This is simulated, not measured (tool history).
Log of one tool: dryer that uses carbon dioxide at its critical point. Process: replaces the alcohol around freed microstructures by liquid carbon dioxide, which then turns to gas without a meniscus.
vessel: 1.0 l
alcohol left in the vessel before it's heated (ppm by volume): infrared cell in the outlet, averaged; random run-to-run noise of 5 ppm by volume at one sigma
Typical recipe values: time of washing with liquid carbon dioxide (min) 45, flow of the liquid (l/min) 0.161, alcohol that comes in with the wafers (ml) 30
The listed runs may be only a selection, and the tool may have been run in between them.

run	day	time of washing with liquid carbon dioxide (min)	flow of the liquid (l/min)	alcohol that comes in with the wafers (ml)	alcohol left in the vessel before it's heated (ppm by volume)
1	0	45	0.161	30	74
2	0.854	45	0.161	30	79
3	1.967	45	0.161	30	86
4	2.933	45	0.161	30	87
5	3.829	45	0.161	42	114
6	4.683	45	0.161	94	187
7	5.45	45	0.161	94	180
8	6.096	45	0.161	78	163
9	7.55	45	0.161	78	173
10	8.583	45	0.161	78	185
11	10.121	45	0.161	78	175

What if the next run were any one of these 5? Each begins from the tool's condition after run 11:
A	11.662	59	0.13	78	?
B	11.662	45	0.136	31	?
C	11.662	69	0.193	28	?
D	11.662	45	0.269	41	?
E	11.662	65	0.161	78	?

run	alcohol left in the vessel before it's heated (ppm by volume)
A	148
B	194
C	62
D	60
E	62
Had the tool no hidden state, the same runs would have come out as:
run	alcohol left in the vessel before it's heated (ppm by volume)
A	75
B	115
C	14
D	12
E	12
